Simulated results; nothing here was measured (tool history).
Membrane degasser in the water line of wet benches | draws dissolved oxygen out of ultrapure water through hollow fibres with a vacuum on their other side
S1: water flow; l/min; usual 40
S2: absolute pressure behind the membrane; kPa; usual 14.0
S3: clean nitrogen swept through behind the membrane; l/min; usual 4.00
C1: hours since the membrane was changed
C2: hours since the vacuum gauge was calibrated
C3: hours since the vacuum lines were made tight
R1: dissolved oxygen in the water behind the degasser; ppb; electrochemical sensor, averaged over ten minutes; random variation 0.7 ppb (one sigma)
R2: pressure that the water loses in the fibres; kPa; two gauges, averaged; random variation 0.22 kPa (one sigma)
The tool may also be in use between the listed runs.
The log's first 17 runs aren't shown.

Run 18, hour 2941.0: usual settings but S1 43 l/min, S2 12.2 kPa, S3 4.48 l/min; C1 5471; C2 2347; C3 1049. Result: R1 216.4 ppb, R2 59.94 kPa.
Run 19, hour 3108.7: usual settings but S1 62 l/min, S2 12.2 kPa, S3 1.91 l/min; C1 5639; C2 2515; C3 1217. Result: R1 621.2 ppb, R2 85.80 kPa.
Run 20, hour 3278.6: usual settings but S1 26 l/min, S2 32.7 kPa; C1 5809; C2 2685; C3 1386. Result: R1 444.7 ppb, R2 36.11 kPa.
Run 21, hour 3389.0: usual settings but S1 26 l/min, S2 32.7 kPa; C1 5919; C2 2795; C3 1497. Result: R1 443.5 ppb, R2 36.11 kPa.
Run 22, hour 3567.0: usual settings but S2 26.9 kPa, S3 2.77 l/min; C1 6097; C2 2973; C3 1675. Result: R1 737.1 ppb, R2 56.08 kPa.
Run 23, hour 3789.8: usual settings but S1 38 l/min, S2 17.4 kPa, S3 6.83 l/min; C1 6320; C2 3196; C3 1898. Result: R1 198.9 ppb, R2 52.79 kPa.
Run 24, hour 3929.3: usual settings but S1 38 l/min, S2 28.7 kPa, S3 3.22 l/min; C1 6460; C2 3336; C3 2037. Result: R1 666.5 ppb, R2 52.93 kPa.
Run 25, hour 4125.8: usual settings but S1 38 l/min, S2 28.7 kPa, S3 3.22 l/min; C1 6656; C2 3532; C3 2234. Result: R1 664.2 ppb, R2 53.42 kPa.
Run 26, hour 4346.2: usual settings but S1 38 l/min, S2 28.2 kPa, S3 6.17 l/min; C1 6876; C2 3753; C3 2454. Result: R1 368.8 ppb, R2 53.61 kPa.
Run 27, hour 4517.6: usual settings but S1 38 l/min, S2 28.2 kPa, S3 6.17 l/min; C1 7048; C2 3924; C3 2625. Result: R1 370.7 ppb, R2 53.77 kPa.
Run 28, hour 4677.7: usual settings but S1 38 l/min, S2 28.2 kPa, S3 6.17 l/min; C1 7208; C2 4084; C3 2786. Result: R1 372.1 ppb, R2 53.76 kPa.
Run 29, hour 4875.0: usual settings but S1 45 l/min, S3 3.01 l/min; C1 7405; C2 4281; C3 2983. Result: R1 384.1 ppb, R2 63.58 kPa.
Run 30, hour 5074.7: usual settings but S1 25 l/min, S3 5.28 l/min; C1 7605; C2 4481; C3 3183. Result: R1 129.6 ppb, R2 35.37 kPa.
Run 31, hour 5266.2: usual settings but S1 57 l/min, S2 20.8 kPa, S3 5.04 l/min; C1 7796; C2 4673; C3 3374. Result: R1 481.4 ppb, R2 80.74 kPa.
Run 32, hour 5440.7: usual settings but S1 57 l/min, S2 20.8 kPa, S3 5.04 l/min; C1 7971; C2 4847; C3 3549. Result: R1 485.3 ppb, R2 80.97 kPa.

4 ways to go on from here, each from the tool as it stands after run 32. What would each give?
Run A, hour 5578.0: usual settings but S1 39 l/min, S2 15.6 kPa, S3 5.04 l/min; C1 8108; C2 4984; C3 3686. Result: R1 ?, R2 ?.
Run B, hour 5578.0: usual settings but S3 6.63 l/min; C1 8108; C2 4984; C3 3686. Result: R1 ?, R2 ?.
Run C, hour 5578.0: usual settings but S1 50 l/min, S2 33.5 kPa, S3 1.70 l/min; C1 8108; C2 4984; C3 3686. Result: R1 ?, R2 ?.
Run D, hour 5578.0: usual settings but S2 21.9 kPa, S3 3.81 l/min; C1 8108; C2 4984; C3 3686. Result: R1 ?, R2 ?.

run      R1     R2
  A   242.3  55.57
  B   172.0  57.10
  C  1603.4  70.97
  D   459.1  56.90
Without the tool's hidden state the same runs would have given:
run      R1     R2
  A   230.2  51.23
  B   161.2  52.65
  C  1577.9  65.44
  D   444.4  52.47
